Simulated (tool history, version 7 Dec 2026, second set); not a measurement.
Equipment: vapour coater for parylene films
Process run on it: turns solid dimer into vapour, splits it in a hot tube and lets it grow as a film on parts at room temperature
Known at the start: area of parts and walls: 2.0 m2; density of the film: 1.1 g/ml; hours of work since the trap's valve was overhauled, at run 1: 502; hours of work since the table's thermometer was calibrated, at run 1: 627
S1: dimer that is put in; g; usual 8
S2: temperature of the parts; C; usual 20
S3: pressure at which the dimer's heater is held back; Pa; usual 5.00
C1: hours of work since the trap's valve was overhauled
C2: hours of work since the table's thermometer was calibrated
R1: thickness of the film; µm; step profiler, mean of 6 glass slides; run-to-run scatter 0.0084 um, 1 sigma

run,day,S1,S2,S3,C1,C2,R1
1,0.000,8,20,5.00,502,627,1.784
2,0.850,8,20,5.00,518,643,1.769
3,2.283,8,20,5.00,544,670,1.769
4,3.433,8,20,5.00,565,691,1.787
5,4.967,6,20,5.00,594,719,1.338
6,6.242,6,20,5.00,617,743,1.332
7,7.658,10,20,5.00,644,769,2.199
8,8.583,10,20,5.00,661,786,2.187
9,9.858,11,20,5.00,684,810,2.409
# day 10.467: trap's valve overhauled
10,11.504,11,20,5.00,19,837,2.315
11,12.296,8,20,3.66,34,852,1.821
12,13.821,8,20,3.66,62,880,1.806
13,15.025,8,20,3.66,84,903,1.801
14,16.096,8,22,5.00,104,923,1.584
15,16.862,8,22,5.00,118,937,1.590
16,18.088,4,15,7.22,141,959,0.893
# day 18.575: trap's valve overhauled, once more
17,19.483,4,15,7.22,17,982,1.004
18,20.621,4,15,7.22,38,1003,0.993
19,22.150,4,15,7.22,66,1032,0.986
20,23.579,6,15,8.08,93,1058,1.464
21,25.104,6,15,8.08,121,1086,1.447
22,26.133,8,15,6.26,140,1105,2.059
23,27.212,8,25,5.00,160,1125,1.649
24,28.517,13,17,4.30,184,1149,3.438
25,29.596,13,17,4.30,204,1169,3.424
26,30.792,6,18,4.30,226,1192,1.551
27,32.346,6,18,4.30,255,1220,1.540
28,33.175,9,26,5.00,270,1236,1.781
29,34.642,8,26,5.98,298,1263,1.520
30,35.946,8,32,5.98,322,1287,1.265

Below are 5 alternative next runs, each starting from the tool's condition after run 30. Predict each:
A,36.633,11,17,9.18,334,1300,?
B,36.633,8,22,2.78,334,1300,?
C,36.633,8,12,5.98,334,1300,?
D,36.633,8,29,5.99,334,1300,?
E,36.633,4,19,8.46,334,1300,?

run,R1
A,2.415
B,1.995
C,2.212
D,1.401
E,0.837
Had the tool no hidden state, the same runs would have come out as:
run,R1
A,2.438
B,2.013
C,2.233
D,1.414
E,0.845
